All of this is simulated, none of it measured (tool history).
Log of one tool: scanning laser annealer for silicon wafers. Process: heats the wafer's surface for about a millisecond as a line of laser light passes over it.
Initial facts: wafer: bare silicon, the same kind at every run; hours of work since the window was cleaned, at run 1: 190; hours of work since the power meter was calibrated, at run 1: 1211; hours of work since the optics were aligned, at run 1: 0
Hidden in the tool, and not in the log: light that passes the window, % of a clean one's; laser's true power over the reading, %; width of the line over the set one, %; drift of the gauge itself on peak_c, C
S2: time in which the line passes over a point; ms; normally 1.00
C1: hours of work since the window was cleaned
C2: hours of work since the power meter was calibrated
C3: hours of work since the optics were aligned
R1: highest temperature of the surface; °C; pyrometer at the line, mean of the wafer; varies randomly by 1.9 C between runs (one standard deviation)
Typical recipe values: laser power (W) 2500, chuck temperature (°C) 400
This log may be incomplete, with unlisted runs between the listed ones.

run 1 hour=0.0 | laser_power_(W)=2500 S2=1.00 chuck_temperature_(°C)=400 | C1=190 C2=1211 C3=0 | R1=1201
run 2 hour=60.3 | laser_power_(W)=2500 S2=1.00 chuck_temperature_(°C)=400 | C1=227 C2=1249 C3=38 | R1=1201
run 3 hour=109.0 | laser_power_(W)=2500 S2=1.00 chuck_temperature_(°C)=400 | C1=258 C2=1279 C3=68 | R1=1202
run 4 hour=173.3 | laser_power_(W)=2500 S2=1.00 chuck_temperature_(°C)=400 | C1=298 C2=1319 C3=108 | R1=1201
-- hour=197.9 window over the wafer cleaned
run 5 hour=210.7 | laser_power_(W)=2500 S2=1.00 chuck_temperature_(°C)=400 | C1=8 C2=1342 C3=130 | R1=1199
run 6 hour=240.9 | laser_power_(W)=2500 S2=1.00 chuck_temperature_(°C)=400 | C1=27 C2=1360 C3=149 | R1=1199
run 7 hour=310.9 | laser_power_(W)=2500 S2=1.18 chuck_temperature_(°C)=400 | C1=70 C2=1404 C3=193 | R1=1272
run 8 hour=368.6 | laser_power_(W)=2500 S2=1.18 chuck_temperature_(°C)=400 | C1=106 C2=1440 C3=229 | R1=1268
run 9 hour=439.2 | laser_power_(W)=2500 S2=1.18 chuck_temperature_(°C)=400 | C1=150 C2=1484 C3=273 | R1=1272
run 10 hour=504.0 | laser_power_(W)=2166 S2=0.98 chuck_temperature_(°C)=423 | C1=191 C2=1524 C3=313 | R1=1110
run 11 hour=534.4 | laser_power_(W)=2597 S2=1.00 chuck_temperature_(°C)=431 | C1=210 C2=1543 C3=332 | R1=1262
run 12 hour=603.7 | laser_power_(W)=2500 S2=0.75 chuck_temperature_(°C)=433 | C1=253 C2=1587 C3=375 | R1=1127
run 13 hour=673.0 | laser_power_(W)=2699 S2=0.75 chuck_temperature_(°C)=433 | C1=296 C2=1630 C3=418 | R1=1181
-- hour=700.9 window over the wafer cleaned
run 14 hour=736.3 | laser_power_(W)=2249 S2=1.00 chuck_temperature_(°C)=400 | C1=22 C2=1668 C3=457 | R1=1122
run 15 hour=768.6 | laser_power_(W)=2249 S2=1.00 chuck_temperature_(°C)=400 | C1=42 C2=1688 C3=477 | R1=1119
run 16 hour=797.1 | laser_power_(W)=2500 S2=1.11 chuck_temperature_(°C)=383 | C1=60 C2=1706 C3=495 | R1=1229

Alternative continuations, all from the tool just after run 16; predict every row:
run A hour=831.9 | laser_power_(W)=2201 S2=1.22 chuck_temperature_(°C)=411 | C1=82 C2=1728 C3=516 | R1=?
run B hour=831.9 | laser_power_(W)=2500 S2=0.85 chuck_temperature_(°C)=400 | C1=82 C2=1728 C3=516 | R1=?
run C hour=831.9 | laser_power_(W)=2263 S2=1.02 chuck_temperature_(°C)=370 | C1=82 C2=1728 C3=516 | R1=?
run D hour=831.9 | laser_power_(W)=2245 S2=1.11 chuck_temperature_(°C)=383 | C1=82 C2=1728 C3=516 | R1=?
run E hour=831.9 | laser_power_(W)=2562 S2=1.00 chuck_temperature_(°C)=393 | C1=82 C2=1728 C3=516 | R1=?

run=A R1=1191
run=B R1=1138
run=C R1=1099
run=D R1=1138
run=E R1=1214
Stripped of hidden state, with their random variation kept, the same runs would have yielded:
run=A R1=1191
run=B R1=1138
run=C R1=1100
run=D R1=1138
run=E R1=1214

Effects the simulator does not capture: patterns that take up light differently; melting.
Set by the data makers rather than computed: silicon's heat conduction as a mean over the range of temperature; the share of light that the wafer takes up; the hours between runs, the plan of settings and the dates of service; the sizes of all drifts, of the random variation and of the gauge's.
